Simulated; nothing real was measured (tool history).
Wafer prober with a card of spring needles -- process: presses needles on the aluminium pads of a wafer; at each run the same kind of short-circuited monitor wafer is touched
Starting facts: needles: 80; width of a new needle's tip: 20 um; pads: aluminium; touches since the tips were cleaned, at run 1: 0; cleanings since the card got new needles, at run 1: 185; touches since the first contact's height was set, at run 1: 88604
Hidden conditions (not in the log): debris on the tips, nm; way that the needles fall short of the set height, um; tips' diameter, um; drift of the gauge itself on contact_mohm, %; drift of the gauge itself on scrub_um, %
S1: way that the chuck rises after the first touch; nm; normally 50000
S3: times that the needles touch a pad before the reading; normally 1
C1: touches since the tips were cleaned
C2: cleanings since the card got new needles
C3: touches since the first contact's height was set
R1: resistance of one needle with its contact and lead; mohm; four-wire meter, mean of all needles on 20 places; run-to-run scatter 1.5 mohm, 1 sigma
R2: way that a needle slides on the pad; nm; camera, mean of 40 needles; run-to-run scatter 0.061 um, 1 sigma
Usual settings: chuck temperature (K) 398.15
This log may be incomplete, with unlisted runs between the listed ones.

Run 1, hour 0.0: usual settings; C1 0; C2 185; C3 88604. Result: R1 159 mohm, R2 10430 nm.
At hour 7.5: height of the first contact set anew.
At hour 9.9: tips cleaned on abrasive film.
At hour 19.6: tips cleaned on abrasive film.
Run 2, hour 28.1: usual settings but chuck temperature (K) 305.15; C1 2987; C2 187; C3 7126. Result: R1 349 mohm, R2 10870 nm.
At hour 30.6: tips cleaned on abrasive film.
At hour 42.6: tips cleaned on abrasive film.
At hour 54.6: tips cleaned on abrasive film.
At hour 66.6: tips cleaned on abrasive film.
At hour 78.6: tips cleaned on abrasive film.
Run 3, hour 84.4: usual settings but chuck temperature (K) 305.15; C1 2007; C2 192; C3 26519. Result: R1 330 mohm, R2 10740 nm.
At hour 89.2: tips cleaned on abrasive film.
At hour 98.9: tips cleaned on abrasive film.
At hour 109.0: tips cleaned on abrasive film.
Run 4, hour 109.0: usual settings but S1 48000 nm; C1 0; C2 195; C3 34980. Result: R1 173 mohm, R2 10350 nm.
At hour 121.0: tips cleaned on abrasive film.
At hour 133.0: tips cleaned on abrasive film.
Run 5, hour 133.6: usual settings; C1 227; C2 197; C3 43482. Result: R1 201 mohm, R2 10630 nm.
At hour 143.3: tips cleaned on abrasive film.
At hour 152.9: tips cleaned on abrasive film.
At hour 164.9: tips cleaned on abrasive film.
At hour 174.5: tips cleaned on abrasive film.
At hour 184.1: tips cleaned on abrasive film.
Run 6, hour 184.1: usual settings; C1 0; C2 202; C3 60871. Result: R1 168 mohm, R2 10690 nm.
At hour 196.0: tips cleaned on abrasive film.
At hour 208.0: tips cleaned on abrasive film.
Run 7, hour 214.4: usual settings but S3 2; C1 2207; C2 204; C3 71320. Result: R1 264 mohm, R2 10590 nm.
At hour 219.2: tips cleaned on abrasive film.
At hour 231.2: tips cleaned on abrasive film.
At hour 243.2: tips cleaned on abrasive film.
Run 8, hour 250.2: usual settings but S3 2; C1 2446; C2 207; C3 83700. Result: R1 261 mohm, R2 10410 nm.
At hour 255.1: tips cleaned on abrasive film.
At hour 267.1: tips cleaned on abrasive film.
At hour 272.2: height of the first contact set anew.
At hour 279.4: tips cleaned on abrasive film.
At hour 291.4: tips cleaned on abrasive film.
At hour 302.7: tips cleaned on abrasive film.
Run 9, hour 302.7: usual settings but chuck temperature (K) 332.15; C1 0; C2 212; C3 10516. Result: R1 148 mohm, R2 10910 nm.

Estimate the outcome of run 10 from the log above:
At hour 314.7: tips cleaned on abrasive film.
At hour 326.7: tips cleaned on abrasive film.
Run 10, hour 330.3: usual settings but S1 33000 nm, chuck temperature (K) 339.15, S3 2; C1 1245; C2 214; C3 20039. Result: R1 ?, R2 ?.

R1: 349 mohm
R2: 7140 nm
Had the tool carried no hidden state, the very same run would have given R1 140 mohm, R2 7240 nm.
